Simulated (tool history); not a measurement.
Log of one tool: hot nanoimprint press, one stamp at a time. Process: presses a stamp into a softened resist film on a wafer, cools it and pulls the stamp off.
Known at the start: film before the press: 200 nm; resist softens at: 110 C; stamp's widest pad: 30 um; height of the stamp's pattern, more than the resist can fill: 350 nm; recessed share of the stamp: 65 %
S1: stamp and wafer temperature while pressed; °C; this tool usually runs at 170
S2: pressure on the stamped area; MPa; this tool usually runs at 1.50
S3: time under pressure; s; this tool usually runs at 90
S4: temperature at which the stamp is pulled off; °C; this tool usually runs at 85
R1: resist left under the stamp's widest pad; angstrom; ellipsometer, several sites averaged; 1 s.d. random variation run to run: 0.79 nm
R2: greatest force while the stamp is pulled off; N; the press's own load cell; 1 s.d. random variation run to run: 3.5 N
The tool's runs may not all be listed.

run	hour	S1	S2	S3	S4	R1	R2
1	0.0	170	1.50	90	85	1152	172
2	83.9	170	1.50	90	85	1165	185
3	164.4	170	1.50	90	85	1163	219
# hour 233.5: stamp cleaned and given a new release coat
4	235.1	170	1.50	90	85	1179	167
5	321.7	158	1.50	90	85	1569	198
# hour 330.9: plate thermocouple calibrated
6	412.0	158	1.50	90	85	1585	225
# hour 473.0: stamp cleaned and given a new release coat
7	495.0	158	1.50	90	85	1606	175
8	534.7	162	1.03	112	92	1546	172
9	597.4	162	0.95	80	82	1679	215
# hour 644.7: press's hydraulic seals changed and the load cell set to zero
10	683.0	162	0.95	80	82	1648	243
# hour 717.0: stamp cleaned and given a new release coat
11	758.9	177	2.23	161	90	656	178
12	828.4	175	2.23	161	75	720	239
# hour 846.6: plate thermocouple calibrated, once more
13	906.5	170	1.49	64	82	1269	232
# hour 955.8: stamp cleaned and given a new release coat
14	965.9	170	1.11	90	70	1269	212

Each row is a separate what-if for the run after 14, all from the same tool condition, not one after another. Results?
A	1044.8	170	1.11	90	92	?	?
B	1044.8	160	1.68	90	79	?	?
C	1044.8	170	1.56	60	70	?	?

run	R1	R2
A	1274	179
B	1451	210
C	1299	237
Without the tool's hidden state the same runs would have given:
run	R1	R2
A	1249	154
B	1422	181
C	1271	204

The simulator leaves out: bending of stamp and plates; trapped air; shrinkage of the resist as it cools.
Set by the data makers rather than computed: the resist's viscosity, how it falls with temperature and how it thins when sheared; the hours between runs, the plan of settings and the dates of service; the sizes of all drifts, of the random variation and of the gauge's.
